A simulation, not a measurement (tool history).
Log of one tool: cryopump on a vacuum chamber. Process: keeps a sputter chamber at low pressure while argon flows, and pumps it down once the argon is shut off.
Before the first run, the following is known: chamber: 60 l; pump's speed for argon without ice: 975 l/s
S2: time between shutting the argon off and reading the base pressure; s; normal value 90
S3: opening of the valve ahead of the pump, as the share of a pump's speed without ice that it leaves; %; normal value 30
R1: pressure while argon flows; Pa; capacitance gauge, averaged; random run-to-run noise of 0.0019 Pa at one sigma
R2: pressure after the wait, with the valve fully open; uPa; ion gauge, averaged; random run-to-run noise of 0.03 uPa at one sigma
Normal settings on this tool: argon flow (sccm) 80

Run 1, day 0.000: usual settings. Result: R1 0.4661 Pa, R2 1.84 uPa.
Run 2, day 2.354: usual settings. Result: R1 0.4680 Pa, R2 1.83 uPa.
Run 3, day 4.542: usual settings. Result: R1 0.4717 Pa, R2 1.91 uPa.
Run 4, day 6.479: usual settings. Result: R1 0.4790 Pa, R2 1.89 uPa.
Run 5, day 7.633: usual settings but S3 15 %. Result: R1 0.9369 Pa, R2 1.90 uPa.
Run 6, day 9.329: usual settings but S3 15 %. Result: R1 0.9375 Pa, R2 1.94 uPa.
Run 7, day 10.404: usual settings. Result: R1 0.4745 Pa, R2 1.98 uPa.
Run 8, day 11.458: usual settings. Result: R1 0.4812 Pa, R2 2.03 uPa.
Run 9, day 12.746: usual settings. Result: R1 0.4823 Pa, R2 2.02 uPa.
Run 10, day 15.250: usual settings but argon flow (sccm) 36. Result: R1 0.2184 Pa, R2 2.07 uPa.
Run 11, day 16.850: usual settings but S2 32 s, S3 26 %. Result: R1 0.5599 Pa, R2 4.29 uPa.
Run 12, day 18.971: usual settings but argon flow (sccm) 35, S2 174 s. Result: R1 0.2160 Pa, R2 1.55 uPa.
Run 13, day 20.104: usual settings but argon flow (sccm) 153, S2 70 s, S3 19 %. Result: R1 1.4547 Pa, R2 2.48 uPa.
Run 14, day 22.471: usual settings but argon flow (sccm) 154. Result: R1 0.9477 Pa, R2 2.21 uPa.
Run 15, day 23.833: usual settings but argon flow (sccm) 142, S2 35 s, S3 55 %. Result: R1 0.5100 Pa, R2 4.19 uPa.
Run 16, day 25.804: usual settings but argon flow (sccm) 125, S3 26 %. Result: R1 0.8876 Pa, R2 2.32 uPa.
Run 17, day 27.200: usual settings but argon flow (sccm) 76, S2 107 s. Result: R1 0.4771 Pa, R2 2.15 uPa.

What if the next run were any one of these 5? Each begins from the tool's condition after run 17:
Run A, day 28.475: usual settings but argon flow (sccm) 76, S2 44 s, S3 17 %. Result: R1 ?, R2 ?.
Run B, day 28.475: usual settings but argon flow (sccm) 39. Result: R1 ?, R2 ?.
Run C, day 28.475: usual settings but argon flow (sccm) 58, S2 108 s. Result: R1 ?, R2 ?.
Run D, day 28.475: usual settings but argon flow (sccm) 85, S2 107 s. Result: R1 ?, R2 ?.
Run E, day 28.475: usual settings but argon flow (sccm) 34, S3 24 %. Result: R1 ?, R2 ?.

run      R1    R2
  A  0.8103  3.69
  B  0.2447  2.34
  C  0.3697  2.11
  D  0.5381  2.08
  E  0.2631  2.33
Stripped of hidden state, with their random variation kept, the same runs would have yielded:
run      R1    R2
  A  0.7710  2.84
  B  0.2245  1.52
  C  0.3392  1.30
  D  0.4937  1.28
  E  0.2454  1.52
